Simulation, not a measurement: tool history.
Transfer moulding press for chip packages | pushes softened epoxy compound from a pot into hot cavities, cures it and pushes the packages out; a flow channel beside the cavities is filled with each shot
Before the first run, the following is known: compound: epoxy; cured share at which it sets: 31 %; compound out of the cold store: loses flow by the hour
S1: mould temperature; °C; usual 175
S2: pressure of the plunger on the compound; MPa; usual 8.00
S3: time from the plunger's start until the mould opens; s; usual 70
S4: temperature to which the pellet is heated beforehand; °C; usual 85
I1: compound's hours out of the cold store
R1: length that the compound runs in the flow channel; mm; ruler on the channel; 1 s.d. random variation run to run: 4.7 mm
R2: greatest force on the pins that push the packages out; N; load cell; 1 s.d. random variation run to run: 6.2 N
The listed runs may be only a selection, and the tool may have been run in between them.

run 1 hour=0.0 | S1=175 S2=8.00 S3=70 S4=85 | I1=23.2 | R1=721 R2=397
run 2 hour=6.0 | S1=175 S2=8.00 S3=70 S4=85 | I1=22.2 | R1=722 R2=419
run 3 hour=10.9 | S1=175 S2=8.00 S3=70 S4=85 | I1=40.1 | R1=657 R2=408
run 4 hour=16.1 | S1=175 S2=8.00 S3=70 S4=85 | I1=36.8 | R1=681 R2=427
run 5 hour=23.3 | S1=175 S2=8.00 S3=70 S4=85 | I1=35.0 | R1=670 R2=451
run 6 hour=30.2 | S1=175 S2=8.00 S3=70 S4=85 | I1=29.3 | R1=701 R2=467
-- hour=34.2 cavities cleaned with cleaning compound and waxed
run 7 hour=38.9 | S1=175 S2=8.00 S3=70 S4=85 | I1=44.9 | R1=641 R2=485
run 8 hour=43.5 | S1=175 S2=8.00 S3=70 S4=85 | I1=13.7 | R1=747 R2=510
run 9 hour=52.7 | S1=175 S2=8.00 S3=70 S4=85 | I1=39.2 | R1=660 R2=472
run 10 hour=60.3 | S1=175 S2=8.00 S3=70 S4=85 | I1=12.5 | R1=745 R2=510
run 11 hour=68.3 | S1=175 S2=7.74 S3=70 S4=85 | I1=15.5 | R1=720 R2=509
-- hour=78.3 plunger's sealing rings changed
run 12 hour=79.3 | S1=175 S2=7.74 S3=70 S4=85 | I1=37.5 | R1=689 R2=496
-- hour=84.4 cavities cleaned with cleaning compound and waxed, once more
run 13 hour=86.9 | S1=175 S2=8.00 S3=73 S4=85 | I1=15.8 | R1=777 R2=263
run 14 hour=93.4 | S1=175 S2=9.18 S3=70 S4=85 | I1=10.2 | R1=846 R2=330
run 15 hour=101.7 | S1=175 S2=8.36 S3=103 S4=85 | I1=17.0 | R1=779 R2=300
run 16 hour=107.9 | S1=175 S2=8.36 S3=103 S4=85 | I1=35.7 | R1=723 R2=341
run 17 hour=115.1 | S1=182 S2=8.72 S3=106 S4=82 | I1=22.1 | R1=767 R2=356
run 18 hour=119.9 | S1=175 S2=6.91 S3=74 S4=85 | I1=42.6 | R1=626 R2=400
run 19 hour=124.8 | S1=175 S2=8.00 S3=107 S4=87 | I1=36.6 | R1=692 R2=356
run 20 hour=131.3 | S1=180 S2=8.00 S3=76 S4=78 | I1=33.5 | R1=696 R2=384
-- hour=136.6 cavities cleaned with cleaning compound and waxed
run 21 hour=137.2 | S1=170 S2=6.15 S3=83 S4=85 | I1=47.9 | R1=580 R2=211
run 22 hour=142.4 | S1=174 S2=7.75 S3=70 S4=85 | I1=46.5 | R1=647 R2=289
run 23 hour=147.9 | S1=175 S2=8.00 S3=65 S4=85 | I1=17.9 | R1=753 R2=380
run 24 hour=157.0 | S1=175 S2=8.00 S3=55 S4=85 | I1=9.1 | R1=781 R2=738
run 25 hour=165.4 | S1=175 S2=8.12 S3=64 S4=82 | I1=25.4 | R1=729 R2=508
run 26 hour=171.4 | S1=175 S2=7.35 S3=82 S4=90 | I1=16.7 | R1=719 R2=385
run 27 hour=176.1 | S1=175 S2=7.35 S3=107 S4=90 | I1=9.2 | R1=739 R2=365
run 28 hour=184.9 | S1=172 S2=8.67 S3=107 S4=90 | I1=25.4 | R1=758 R2=398

4 options for the next run, each taken on its own from the tool as it stands now. Forecast them:
-- hour=188.5 cavities cleaned with cleaning compound and waxed
run A hour=193.4 | S1=172 S2=7.09 S3=107 S4=83 | I1=29.8 | R1=? R2=?
-- hour=188.5 cavities cleaned with cleaning compound and waxed
run B hour=193.4 | S1=180 S2=6.27 S3=70 S4=85 | I1=14.8 | R1=? R2=?
-- hour=188.5 cavities cleaned with cleaning compound and waxed
run C hour=193.4 | S1=175 S2=7.98 S3=74 S4=82 | I1=38.5 | R1=? R2=?
-- hour=188.5 cavities cleaned with cleaning compound and waxed
run D hour=193.4 | S1=167 S2=8.00 S3=70 S4=85 | I1=44.3 | R1=? R2=?

run=A R1=665 R2=231
run=B R1=659 R2=262
run=C R1=663 R2=247
run=D R1=665 R2=428
Stripped of hidden state, with their random variation kept, the same runs would have yielded:
run=A R1=686 R2=190
run=B R1=680 R2=217
run=C R1=685 R2=202
run=D R1=687 R2=351
